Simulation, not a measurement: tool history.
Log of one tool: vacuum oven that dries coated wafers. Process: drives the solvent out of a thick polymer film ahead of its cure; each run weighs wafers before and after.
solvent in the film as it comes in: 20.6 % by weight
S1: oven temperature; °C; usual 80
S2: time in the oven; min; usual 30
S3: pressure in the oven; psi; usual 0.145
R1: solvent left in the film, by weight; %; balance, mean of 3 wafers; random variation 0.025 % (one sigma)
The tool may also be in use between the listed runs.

Run 1, day 0.000: usual settings. Result: R1 5.02 %.
Run 2, day 3.046: usual settings. Result: R1 5.00 %.
Run 3, day 5.892: usual settings but S1 68 °C. Result: R1 8.17 %.
Run 4, day 8.775: usual settings but S1 68 °C. Result: R1 8.12 %.
Run 5, day 10.050: usual settings. Result: R1 4.95 %.
Run 6, day 11.862: usual settings. Result: R1 4.95 %.
Run 7, day 14.162: usual settings but S3 0.086 psi. Result: R1 4.89 %.
Run 8, day 15.775: usual settings but S3 0.086 psi. Result: R1 4.83 %.
Run 9, day 17.725: usual settings but S3 0.086 psi. Result: R1 4.85 %.
Run 10, day 20.179: usual settings but S3 0.086 psi. Result: R1 4.87 %.
Run 11, day 22.150: usual settings but S2 32 min. Result: R1 4.65 %.
Run 12, day 23.454: usual settings but S2 32 min. Result: R1 4.63 %.
Run 13, day 25.296: usual settings but S2 32 min. Result: R1 4.63 %.
Run 14, day 27.267: usual settings but S1 83 °C, S2 48 min, S3 0.106 psi. Result: R1 1.94 %.
Run 15, day 28.946: usual settings but S1 72 °C, S2 22 min, S3 0.074 psi. Result: R1 8.72 %.
Run 16, day 31.133: usual settings but S1 72 °C, S2 22 min, S3 0.074 psi. Result: R1 8.80 %.
Run 17, day 32.746: usual settings but S1 77 °C, S2 29 min, S3 0.133 psi. Result: R1 5.98 %.
Run 18, day 34.383: usual settings but S1 82 °C, S2 18 min, S3 0.075 psi. Result: R1 7.44 %.
Run 19, day 36.508: usual settings but S1 82 °C, S2 18 min, S3 0.075 psi. Result: R1 7.43 %.
At day 38.825: oven's thermocouples calibrated.
Run 20, day 39.346: usual settings but S1 82 °C, S2 18 min, S3 0.075 psi. Result: R1 7.40 %.
Run 21, day 40.638: usual settings but S2 36 min. Result: R1 3.95 %.
Run 22, day 43.071: usual settings but S1 73 °C, S2 45 min. Result: R1 4.40 %.
Run 23, day 45.354: usual settings but S1 73 °C, S2 45 min. Result: R1 4.43 %.
Run 24, day 47.504: usual settings but S2 18 min. Result: R1 8.02 %.
Run 25, day 50.375: usual settings but S1 65 °C, S3 0.138 psi. Result: R1 8.92 %.
Run 26, day 51.775: usual settings but S1 73 °C, S3 0.081 psi. Result: R1 6.62 %.

4 ways to go on from here, each from the tool as it stands after run 26. What would each give?
Run A, day 54.533: usual settings but S3 0.234 psi. Result: R1 ?.
Run B, day 54.533: usual settings but S1 95 °C, S2 41 min, S3 0.219 psi. Result: R1 ?.
Run C, day 54.533: usual settings but S1 73 °C, S2 18 min, S3 0.081 psi. Result: R1 ?.
Run D, day 54.533: usual settings but S1 94 °C, S2 20 min, S3 0.310 psi. Result: R1 ?.

run    R1
  A  5.16
  B  1.05
  C  9.67
  D  4.23
Without the tool's hidden state the same runs would have given:
run    R1
  A  5.15
  B  1.05
  C  9.66
  D  4.23

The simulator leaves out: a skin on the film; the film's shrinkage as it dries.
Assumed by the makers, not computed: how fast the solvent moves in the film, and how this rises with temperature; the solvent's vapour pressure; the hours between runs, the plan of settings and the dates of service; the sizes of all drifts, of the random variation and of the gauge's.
